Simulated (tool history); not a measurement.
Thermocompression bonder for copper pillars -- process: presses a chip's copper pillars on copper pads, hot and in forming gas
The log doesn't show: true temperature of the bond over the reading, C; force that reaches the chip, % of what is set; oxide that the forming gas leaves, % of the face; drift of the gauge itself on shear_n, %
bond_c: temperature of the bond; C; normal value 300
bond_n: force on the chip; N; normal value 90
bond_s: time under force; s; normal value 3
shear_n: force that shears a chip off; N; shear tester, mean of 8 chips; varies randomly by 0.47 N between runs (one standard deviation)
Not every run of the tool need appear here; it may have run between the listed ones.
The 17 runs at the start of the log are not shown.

run   hour  bond_c  bond_n  bond_s  hours of work since the heater was calibrated  hours of work since the force cell was calibrated  hours of work since the gas filter was changed  shear_n
 18  317.6     285      90       2                                            531                                                918                                              28     61.5
 19  347.0     285      90       2                                            548                                                935                                              45     61.6
 20  360.9     300      90       3                                            556                                                943                                              53     82.0
 21  390.0     271      81       7                                            574                                                961                                              70     73.0
 22  412.8     279      83       2                                            587                                                974                                              84     53.3
 23  428.5     300      97       4                                            596                                                983                                              93     91.7
 24  449.4     300      97       4                                            609                                                996                                             105     93.4
 25  468.8     272      55       3                                            620                                               1007                                             117     38.4
 26  489.2     272      55       3                                            632                                               1019                                             129     37.2
 27  515.2     272      55       3                                            647                                               1034                                             144     37.4
 28  529.8     272      55       3                                            656                                               1043                                             153     37.5
 29  552.2     300     118       3                                            669                                               1056                                             166     96.8
 30  568.5     312      65       9                                            679                                               1066                                             176     95.7
 31  595.5     312      65       9                                            695                                               1082                                             191     95.5
 32  612.7     300     116       8                                            705                                               1092                                             202    113.4
     620.9  -- force cell calibrated
 33  632.8     300     116       8                                            716                                                  7                                             213    112.5
 34  647.5     300     116       8                                            724                                                 16                                             221    113.6
 35  676.8     286      88       5                                            742                                                 33                                             238     80.9
 36  705.0     286      88       5                                            758                                                 50                                             255     81.4
 37  721.4     286      88       5                                            768                                                 59                                             265     82.0
     740.1  -- forming gas filter changed
 38  742.8     300     100       6                                            780                                                 71                                               2    102.8
 39  770.8     300     100       6                                            797                                                 88                                              18    103.2

Here are 3 independent what-if runs from the current tool condition. What would each one return?
  A  787.0     282     100       6                                            806                                                 98                                              28        ?
  B  787.0     300      90       3                                            806                                                 98                                              28        ?
  C  787.0     300      90       3                                            806                                                 98                                              28        ?

run  shear_n
  A     90.0
  B     81.7
  C     82.2
Without the tool's unlogged condition, the same runs would have read:
run  shear_n
  A     89.9
  B     81.7
  C     82.2
